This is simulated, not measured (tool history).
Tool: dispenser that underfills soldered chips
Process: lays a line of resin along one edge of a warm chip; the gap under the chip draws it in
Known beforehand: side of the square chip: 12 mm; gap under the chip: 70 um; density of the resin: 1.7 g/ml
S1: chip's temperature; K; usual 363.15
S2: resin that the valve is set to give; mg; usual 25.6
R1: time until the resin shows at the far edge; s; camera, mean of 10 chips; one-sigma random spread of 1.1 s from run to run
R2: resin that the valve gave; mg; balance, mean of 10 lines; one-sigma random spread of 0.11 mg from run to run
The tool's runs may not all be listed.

run	hour	S1	S2	R1	R2
1	0.0	363.15	25.6	130.2	24.23
2	4.6	363.15	25.6	163.2	24.26
# hour 6.5: new syringe of resin
3	9.5	363.15	25.6	128.4	24.27
4	14.6	363.15	25.6	171.5	24.22
# hour 15.4: new syringe of resin
5	20.0	363.15	25.6	146.9	24.02
# hour 24.1: new syringe of resin
6	25.4	363.15	25.5	118.7	23.95
7	31.3	365.15	23.4	157.6	21.91
# hour 32.9: new syringe of resin
8	38.0	365.15	23.4	139.5	21.96
# hour 41.9: new syringe of resin
9	42.0	365.15	32.7	100.3	30.37
10	45.0	365.15	32.7	117.8	30.21
# hour 50.6: dispensing valve cleaned and set on the balance
11	50.7	365.15	32.7	149.7	32.84
# hour 51.6: new syringe of resin
12	55.0	365.15	32.7	118.9	32.50

Below are 5 alternative next runs, each starting from the tool's condition after run 12. Predict each:
A	59.5	353.15	32.7	?	?
B	59.5	361.15	25.6	?	?
C	59.5	368.15	28.2	?	?
D	59.5	360.15	30.9	?	?
E	59.5	358.15	23.2	?	?

run	R1	R2
A	271.6	32.73
B	187.3	25.34
C	132.4	28.15
D	189.8	30.43
E	221.1	23.12
Without the tool's hidden state the same runs would have given:
run	R1	R2
A	176.9	32.95
B	121.6	25.52
C	86.3	28.34
D	123.5	30.64
E	143.6	23.28
